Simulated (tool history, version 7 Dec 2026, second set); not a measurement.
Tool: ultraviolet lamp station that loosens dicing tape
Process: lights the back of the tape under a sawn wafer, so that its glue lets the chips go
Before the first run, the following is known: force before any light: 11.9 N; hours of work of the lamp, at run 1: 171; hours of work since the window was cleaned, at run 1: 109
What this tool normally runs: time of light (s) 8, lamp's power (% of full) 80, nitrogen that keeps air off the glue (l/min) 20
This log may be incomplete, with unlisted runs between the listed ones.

run   hour  time of light (s)  lamp's power (% of full)  nitrogen that keeps air off the glue (l/min)  hours of work of the lamp  hours of work since the window was cleaned  force that peels the tape off (N)  light that reached the tape (J/m2)
  1    0.0                  8                        80                                            20                        171                                         109                              1.429                                2960
  2    8.1                  8                        90                                            20                        176                                         114                              1.089                                3300
  3   13.1                  8                        90                                            20                        179                                         117                              1.119                                3270
  4   24.0                  6                        90                                            20                        186                                         123                              1.993                                2480
  5   30.7                  6                        90                                            20                        190                                         127                              2.020                                2480
  6   41.3                  8                        80                                            20                        196                                         134                              1.427                                2900
  7   52.0                  8                        80                                            20                        202                                         140                              1.491                                2940
  8   58.4                 12                        80                                            20                        206                                         144                              0.564                                4320
  9   69.8                  7                        80                                            20                        213                                         151                              1.926                                2520
 10   75.2                  7                        80                                            20                        217                                         154                              1.934                                2570
 11   81.4                  7                        80                                            20                        220                                         158                              2.009                                2530
 12   88.8                  7                        80                                            20                        225                                         163                              1.928                                2470
 13   97.6                  7                        71                                            20                        230                                         168                              2.361                                2250
      99.1  -- window cleaned of glue's vapour
 14  106.3                  7                        71                                            16                        235                                           4                              2.789                                2160
 15  112.3                  7                        71                                            16                        239                                           8                              2.830                                2130
     115.3  -- window cleaned of glue's vapour, once more
 16  117.6                  8                        80                                            20                        242                                           1                              1.289                                3050
 17  122.3                  8                        80                                            12                        245                                           4                              1.940                                3060
 18  128.9                  8                        80                                            20                        249                                           8                              1.289                                3050
 19  139.4                  8                        80                                            20                        255                                          15                              1.313                                3060
 20  149.1                  8                        80                                            20                        261                                          20                              1.300                                2970
 21  154.3                  8                        62                                            16                        264                                          24                              2.457                                2340
 22  163.2                  8                        62                                            11                        269                                          29                              3.036                                2340
 23  172.9                  9                       100                                            32                        275                                          35                              0.373                                4230
 24  179.8                  5                        84                                            21                        279                                          39                              2.675                                1970
 25  187.6                  5                        84                                            21                        284                                          44                              2.775                                1940
 26  195.8                  4                        74                                            10                        289                                          49                              5.368                                1420
 27  201.5                  8                        80                                            11                        293                                          52                              2.235                                2970
 28  211.2                  8                        80                                            11                        298                                          58                              2.249                                3000
 29  221.0                  8                        65                                            20                        304                                          64                              2.092                                2410
 30  232.6                  9                        73                                            19                        311                                          71                              1.409                                3030
 31  241.0                  9                        73                                            19                        316                                          76                              1.387                                3020
 32  251.3                  9                        73                                            19                        323                                          82                              1.379                                3010
 33  259.1                  5                       100                                            20                        327                                          87                              2.257                                2270
 34  269.8                  5                        62                                            20                        334                                          94                              4.409                                1410
 35  277.6                 13                        68                                            37                        339                                          98                              0.380                                4050
 36  287.0                 13                        68                                            37                        344                                         104                              0.385                                4010
 37  294.2                  6                        63                                            36                        349                                         108                              2.631                                1710
 38  299.8                 14                        93                                            28                        352                                         112                              0.159                                5790
 39  310.6                 14                        93                                            28                        359                                         118                              0.166                                5830
 40  315.3                 13                        80                                             8                        361                                         121                              1.239                                4630

Here are 5 independent what-if runs from the current tool condition. What would each one return?
  A  325.8                 12                        85                                             8                        368                                         128                                  ?                                   ?
  B  325.8                 13                        80                                            16                        368                                         128                                  ?                                   ?
  C  325.8                  7                        72                                            37                        368                                         128                                  ?                                   ?
  D  325.8                 10                        94                                             8                        368                                         128                                  ?                                   ?
  E  325.8                  5                        67                                            23                        368                                         128                                  ?                                   ?

run  force that peels the tape off (N)  light that reached the tape (J/m2)
  A                              1.276                                4550
  B                              0.578                                4630
  C                              1.618                                2210
  D                              1.498                                4150
  E                              3.754                                1440
Had the tool no hidden state, the same runs would have come out as:
run  force that peels the tape off (N)  light that reached the tape (J/m2)
  A                              0.994                                5080
  B                              0.424                                5160
  C                              1.291                                2470
  D                              1.186                                4630
  E                              3.293                                1610
